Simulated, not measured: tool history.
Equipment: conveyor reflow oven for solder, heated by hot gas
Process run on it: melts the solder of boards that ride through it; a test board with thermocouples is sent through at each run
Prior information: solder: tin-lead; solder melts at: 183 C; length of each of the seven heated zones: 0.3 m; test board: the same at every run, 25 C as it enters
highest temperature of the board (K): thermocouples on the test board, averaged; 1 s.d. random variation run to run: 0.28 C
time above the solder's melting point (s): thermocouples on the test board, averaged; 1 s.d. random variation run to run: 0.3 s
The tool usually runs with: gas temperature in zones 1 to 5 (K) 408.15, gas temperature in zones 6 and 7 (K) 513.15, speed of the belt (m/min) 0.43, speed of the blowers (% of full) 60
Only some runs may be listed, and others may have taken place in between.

| run | hour | gas temperature in zones 1 to 5 (K) | gas temperature in zones 6 and 7 (K) | speed of the belt (m/min) | speed of the blowers (% of full) | highest temperature of the board (K) | time above the solder's melting point (s) |
|---|---|---|---|---|---|---|---|
| 1 | 0 | 408.15 | 513.15 | 0.43 | 60 | 493.75 | 63.8 |
| 2 | 19.8 | 408.15 | 513.15 | 0.43 | 60 | 492.85 | 64.1 |
| 3 | 39.5 | 408.15 | 513.15 | 0.43 | 60 | 493.25 | 63.7 |
| 4 | 50.8 | 408.15 | 513.15 | 0.43 | 60 | 493.35 | 63.8 |
| 5 | 60.5 | 408.15 | 513.15 | 0.43 | 60 | 493.15 | 63.5 |
| 6 | 77.2 | 408.15 | 513.15 | 0.43 | 60 | 493.65 | 63.8 |
| 7 | 95.8 | 413.15 | 513.15 | 0.43 | 60 | 494.25 | 66.5 |
| 8 | 105.9 | 413.15 | 513.15 | 0.43 | 60 | 493.95 | 67.1 |
| 9 | 123 | 401.15 | 513.15 | 0.43 | 60 | 491.95 | 59.9 |
| 10 | 142.7 | 401.15 | 513.15 | 0.43 | 60 | 491.55 | 59.8 |
| 11 | 162.7 | 401.15 | 513.15 | 0.43 | 74 | 494.75 | 62.4 |
| 12 | 176 | 401.15 | 513.15 | 0.43 | 74 | 494.35 | 63.1 |
| 13 | 198.1 | 399.15 | 513.15 | 0.43 | 60 | 491.85 | 59.4 |
| 14 | 217.8 | 399.15 | 513.15 | 0.43 | 60 | 490.75 | 58.9 |
| 15 | 229.9 | 399.15 | 513.15 | 0.43 | 60 | 491.05 | 58.3 |
| 16 | 245.5 | 399.15 | 513.15 | 0.43 | 60 | 490.95 | 59.1 |
| 17 | 260.1 | 412.15 | 504.15 | 0.38 | 81 | 493.45 | 75.2 |
| 18 | 270.8 | 410.15 | 524.15 | 0.368 | 58 | 508.55 | 88.2 |
| 19 | 284.8 | 410.15 | 505.15 | 0.5 | 56 | 479.95 | 41.8 |
| 20 | 303.2 | 410.15 | 505.15 | 0.5 | 56 | 479.35 | 42 |
| 21 | 319.5 | 408.15 | 513.15 | 0.43 | 88 | 497.05 | 67.8 |
| 22 | 341 | 421.15 | 527.15 | 0.485 | 59 | 501.85 | 66.9 |
| 23 | 358.5 | 421.15 | 527.15 | 0.485 | 59 | 502.65 | 67.1 |
| 24 | 377.8 | 408.15 | 513.15 | 0.428 | 60 | 493.15 | 63.7 |
| 25 | 401 | 417.15 | 518.15 | 0.428 | 74 | 501.25 | 73.6 |

Predict each of these 5 candidate next runs independently; none follows another, all start after run 25:
| A | 414.2 | 411.15 | 513.15 | 0.37 | 74 | ? | ? |
| B | 414.2 | 398.15 | 518.15 | 0.384 | 83 | ? | ? |
| C | 414.2 | 401.15 | 513.15 | 0.411 | 60 | ? | ? |
| D | 414.2 | 408.15 | 501.15 | 0.379 | 84 | ? | ? |
| E | 414.2 | 417.15 | 518.15 | 0.397 | 74 | ? | ? |

| run | highest temperature of the board (K) | time above the solder's melting point (s) |
|---|---|---|
| A | 500.95 | 82.9 |
| B | 504.15 | 77.5 |
| C | 492.95 | 64 |
| D | 490.55 | 70.8 |
| E | 504.25 | 81.6 |
With no hidden state in the tool, these same runs would have given:
| run | highest temperature of the board (K) | time above the solder's melting point (s) |
|---|---|---|
| A | 500.35 | 81.9 |
| B | 503.85 | 76.9 |
| C | 492.65 | 63.4 |
| D | 489.95 | 70.2 |
| E | 503.75 | 80.6 |
